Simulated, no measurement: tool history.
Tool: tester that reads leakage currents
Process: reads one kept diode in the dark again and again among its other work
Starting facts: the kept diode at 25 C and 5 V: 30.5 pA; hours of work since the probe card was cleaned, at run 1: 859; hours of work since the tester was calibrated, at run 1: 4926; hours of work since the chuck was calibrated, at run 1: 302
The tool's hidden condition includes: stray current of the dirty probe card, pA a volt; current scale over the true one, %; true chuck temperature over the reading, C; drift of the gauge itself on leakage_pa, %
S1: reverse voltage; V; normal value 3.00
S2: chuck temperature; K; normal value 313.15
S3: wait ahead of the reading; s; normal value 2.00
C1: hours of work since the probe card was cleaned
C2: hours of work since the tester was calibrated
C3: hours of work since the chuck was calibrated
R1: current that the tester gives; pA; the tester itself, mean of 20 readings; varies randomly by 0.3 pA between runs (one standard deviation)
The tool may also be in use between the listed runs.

| run | hour | S1 | S2 | S3 | C1 | C2 | C3 | R1 |
|---|---|---|---|---|---|---|---|---|
| 1 | 0.0 | 3.00 | 313.15 | 2.00 | 859 | 4926 | 302 | 106.14 |
| 2 | 103.0 | 3.00 | 313.15 | 2.00 | 930 | 4997 | 373 | 107.54 |
| 3 | 196.4 | 3.00 | 313.15 | 2.00 | 994 | 5061 | 437 | 107.56 |
| 4 | 394.6 | 3.00 | 313.15 | 2.00 | 1131 | 5197 | 573 | 108.46 |
| 5 | 512.6 | 3.00 | 313.15 | 1.67 | 1212 | 5278 | 654 | 109.96 |
| 6 | 697.7 | 3.00 | 313.15 | 1.67 | 1339 | 5406 | 781 | 110.35 |
| 7 | 803.8 | 3.00 | 313.15 | 1.67 | 1412 | 5479 | 854 | 112.23 |
| 8 | 935.6 | 3.00 | 311.15 | 2.00 | 1502 | 5569 | 945 | 96.00 |
| 9 | 1054.9 | 3.00 | 318.15 | 2.00 | 1584 | 5651 | 1027 | 169.97 |
|  | 1172.1 | tester calibrated |
| 10 | 1203.4 | 3.00 | 318.15 | 2.00 | 1685 | 21 | 1127 | 167.62 |
|  | 1305.4 | chuck's temperature calibrated |
| 11 | 1305.4 | 3.00 | 318.15 | 2.00 | 1754 | 90 | 0 | 156.52 |
| 12 | 1393.8 | 3.00 | 313.15 | 2.00 | 1814 | 151 | 61 | 104.89 |
| 13 | 1483.3 | 3.00 | 313.15 | 2.00 | 1876 | 212 | 122 | 105.52 |
| 14 | 1647.1 | 3.00 | 313.15 | 2.15 | 1988 | 325 | 235 | 106.24 |
| 15 | 1808.5 | 3.00 | 313.15 | 4.58 | 2099 | 436 | 346 | 107.21 |
| 16 | 1951.2 | 3.00 | 313.15 | 4.58 | 2197 | 534 | 444 | 108.12 |
| 17 | 2112.0 | 3.00 | 313.15 | 4.58 | 2308 | 644 | 554 | 108.93 |
|  | 2219.7 | probe card cleaned and baked |
| 18 | 2219.7 | 3.00 | 313.15 | 4.58 | 0 | 716 | 626 | 101.93 |
| 19 | 2318.4 | 3.00 | 313.15 | 4.58 | 68 | 784 | 694 | 102.62 |
| 20 | 2515.0 | 3.00 | 313.15 | 0.96 | 203 | 919 | 829 | 105.05 |
| 21 | 2672.8 | 6.14 | 304.15 | 8.03 | 311 | 1028 | 937 | 64.29 |
| 22 | 2844.7 | 6.95 | 321.15 | 0.45 | 429 | 1146 | 1055 | 290.06 |
| 23 | 2964.2 | 6.95 | 321.15 | 0.45 | 511 | 1228 | 1138 | 295.25 |
|  | 3057.5 | chuck's temperature calibrated |
| 24 | 3156.3 | 6.95 | 321.15 | 0.45 | 642 | 1358 | 68 | 274.88 |
| 25 | 3258.5 | 6.95 | 321.15 | 3.63 | 712 | 1429 | 138 | 272.30 |
| 26 | 3438.2 | 9.21 | 313.15 | 4.04 | 836 | 1552 | 262 | 159.97 |
| 27 | 3584.0 | 3.00 | 296.15 | 4.27 | 936 | 1652 | 362 | 24.28 |
| 28 | 3694.7 | 3.00 | 296.15 | 4.27 | 1012 | 1728 | 438 | 24.57 |
| 29 | 3893.3 | 1.67 | 305.15 | 2.00 | 1148 | 1865 | 574 | 42.01 |
| 30 | 4096.5 | 1.67 | 305.15 | 2.00 | 1288 | 2004 | 714 | 42.35 |
| 31 | 4256.4 | 7.37 | 299.15 | 5.10 | 1398 | 2114 | 824 | 52.09 |
| 32 | 4360.9 | 7.37 | 299.15 | 5.10 | 1470 | 2186 | 895 | 52.79 |
| 33 | 4505.9 | 7.37 | 299.15 | 5.10 | 1569 | 2286 | 995 | 53.89 |
| 34 | 4622.2 | 5.88 | 304.15 | 8.51 | 1649 | 2366 | 1075 | 71.05 |
| 35 | 4780.8 | 15.51 | 313.15 | 2.41 | 1758 | 2475 | 1184 | 228.62 |
|  | 4800.4 | chuck's temperature calibrated |
| 36 | 4911.4 | 1.19 | 308.15 | 2.03 | 1847 | 2563 | 76 | 48.11 |
| 37 | 5106.0 | 1.19 | 308.15 | 2.03 | 1980 | 2697 | 210 | 48.22 |
| 38 | 5229.0 | 3.85 | 324.15 | 2.03 | 2065 | 2781 | 294 | 289.08 |
| 39 | 5339.5 | 3.85 | 295.15 | 7.58 | 2141 | 2857 | 370 | 30.43 |

Predict each of these 4 candidate next runs independently; none follows another, all start after run 39:
| A | 5441.3 | 3.85 | 308.15 | 7.58 | 2211 | 2927 | 440 | ? |
| B | 5441.3 | 2.98 | 295.15 | 2.43 | 2211 | 2927 | 440 | ? |
| C | 5441.3 | 3.65 | 300.15 | 7.58 | 2211 | 2927 | 440 | ? |
| D | 5441.3 | 2.89 | 324.15 | 7.58 | 2211 | 2927 | 440 | ? |

| run | R1 |
|---|---|
| A | 82.49 |
| B | 27.15 |
| C | 43.23 |
| D | 260.83 |
Had the tool no hidden state, the same runs would have come out as:
| run | R1 |
|---|---|
| A | 70.10 |
| B | 19.29 |
| C | 33.08 |
| D | 242.92 |

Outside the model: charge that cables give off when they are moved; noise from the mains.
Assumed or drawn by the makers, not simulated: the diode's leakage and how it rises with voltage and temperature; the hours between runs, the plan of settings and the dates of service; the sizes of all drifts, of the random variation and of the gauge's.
